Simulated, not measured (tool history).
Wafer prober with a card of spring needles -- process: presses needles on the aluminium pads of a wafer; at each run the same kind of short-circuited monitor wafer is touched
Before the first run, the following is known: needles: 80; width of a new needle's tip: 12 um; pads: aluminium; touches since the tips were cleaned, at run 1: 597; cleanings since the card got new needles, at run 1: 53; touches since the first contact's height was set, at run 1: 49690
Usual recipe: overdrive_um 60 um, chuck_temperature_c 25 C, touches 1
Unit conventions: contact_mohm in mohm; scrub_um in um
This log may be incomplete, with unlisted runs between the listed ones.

run   hour  overdrive_um  chuck_temperature_c  touches  touches since the tips were cleaned  cleanings since the card got new needles  touches since the first contact's height was set  contact_mohm  scrub_um
  1      0            60                   25        1                                  597                                        53                                             49690           173     11.83
        11  -- tips cleaned on abrasive film
  2     11            60                   25        1                                    0                                        54                                             55572           166     11.81
      23.8  -- tips cleaned on abrasive film
  3   27.3            60                   41        1                                 1882                                        55                                             64269           190     11.75
      36.1  -- tips cleaned on abrasive film
  4   37.2            60                   41        1                                  572                                        56                                             69533           180     11.78
  5     45            60                   25        1                                 4742                                        56                                             73703           215     11.88
      48.2  -- tips cleaned on abrasive film
  6   58.5            60                   25        1                                 5500                                        57                                             80921           213     11.86
      59.8  -- tips cleaned on abrasive film
      71.4  -- tips cleaned on abrasive film
  7   75.1            60                   25        1                                 1992                                        59                                             89731           191     11.85
      83.1  -- tips cleaned on abrasive film
  8   86.6            60                   25        1                                 1860                                        60                                             95860           193     11.77
      95.5  -- tips cleaned on abrasive film
  9  100.8            60                   25        1                                 2804                                        61                                            103450           200     11.72
     107.8  -- tips cleaned on abrasive film
 10  116.5            60                   25        1                                 4656                                        62                                            111838           210     11.86
     120.5  -- tips cleaned on abrasive film
 11  125.2            60                   25        1                                 2527                                        63                                            116506           199     11.72
     132.6  -- tips cleaned on abrasive film
 12  138.3            60                   25        1                                 3033                                        64                                            123469           201     11.75
     145.4  -- tips cleaned on abrasive film
 13  146.6            52                   25        1                                  613                                        65                                            127872           180     10.06
     158.2  -- tips cleaned on abrasive film
 14  160.9            52                   25        1                                 1478                                        66                                            135537           199     10.04
     170.6  -- tips cleaned on abrasive film
 15  174.4            57                   29        1                                 2060                                        67                                            142724           197     11.13
     182.3  -- tips cleaned on abrasive film
 16  182.3            57                   29        1                                    0                                        68                                            146929           165     10.98
     194.3  -- tips cleaned on abrasive film
 17  200.6            41                   75        2                                 3372                                        69                                            156693           224      7.79
     206.4  -- tips cleaned on abrasive film
     208.1  -- height of the first contact set anew
 18  213.1            63                   91        2                                 3426                                        70                                              2694           196     12.52
     219.1  -- tips cleaned on abrasive film
 19  226.9            65                   97        1                                 4218                                        71                                             10097           217     12.91
     230.8  -- tips cleaned on abrasive film
 20  235.7            55                   44        1                                 2677                                        72                                             14773           207     10.98
     242.4  -- tips cleaned on abrasive film
 21  253.6            55                   44        1                                 6049                                        73                                             24348           234     10.86
     254.7  -- tips cleaned on abrasive film
 22  264.6            50                   57        3                                 5337                                        74                                             30195           196     10.05
     266.2  -- tips cleaned on abrasive film
     278.1  -- tips cleaned on abrasive film
 23  279.8            50                   57        3                                  913                                        76                                             38242           181      9.88
     290.6  -- tips cleaned on abrasive film
 24  292.4            50                   57        3                                  986                                        77                                             45003           175      9.83
     302.5  -- tips cleaned on abrasive film
 25  302.7            57                   89        1                                  110                                        78                                             50464           183      11.3
 26    313            57                   89        1                                 5634                                        78                                             55988           233     11.17
       314  -- tips cleaned on abrasive film
     326.2  -- tips cleaned on abrasive film
 27  327.6            73                  113        2                                  761                                        80                                             63734           185     14.42
     338.7  -- tips cleaned on abrasive film
 28  345.8            48                   35        3                                 3809                                        81                                             73493           191      9.44

5 options for the next run, each taken on its own from the tool as it stands now. Forecast them:
     350.6  -- tips cleaned on abrasive film
  A  356.3            69                   56        1                                 3051                                        82                                             79075             ?         ?
     350.6  -- tips cleaned on abrasive film
  B  356.3            61                  100        1                                 3051                                        82                                             79075             ?         ?
     350.6  -- tips cleaned on abrasive film
  C  356.3            60                   34        2                                 3051                                        82                                             79075             ?         ?
     350.6  -- tips cleaned on abrasive film
  D  356.3            75                  108        2                                 3051                                        82                                             79075             ?         ?
     350.6  -- tips cleaned on abrasive film
  E  356.3            67                   76        2                                 3051                                        82                                             79075             ?         ?

run  contact_mohm  scrub_um
  A           199     13.69
  B           210     12.01
  C           188     11.95
  D           191     14.76
  E           189     13.27
What these runs would have given with no unlogged condition in the tool:
run  contact_mohm  scrub_um
  A           166     13.84
  B           173     12.16
  C           163      12.1
  D           174     14.92
  E           169     13.43
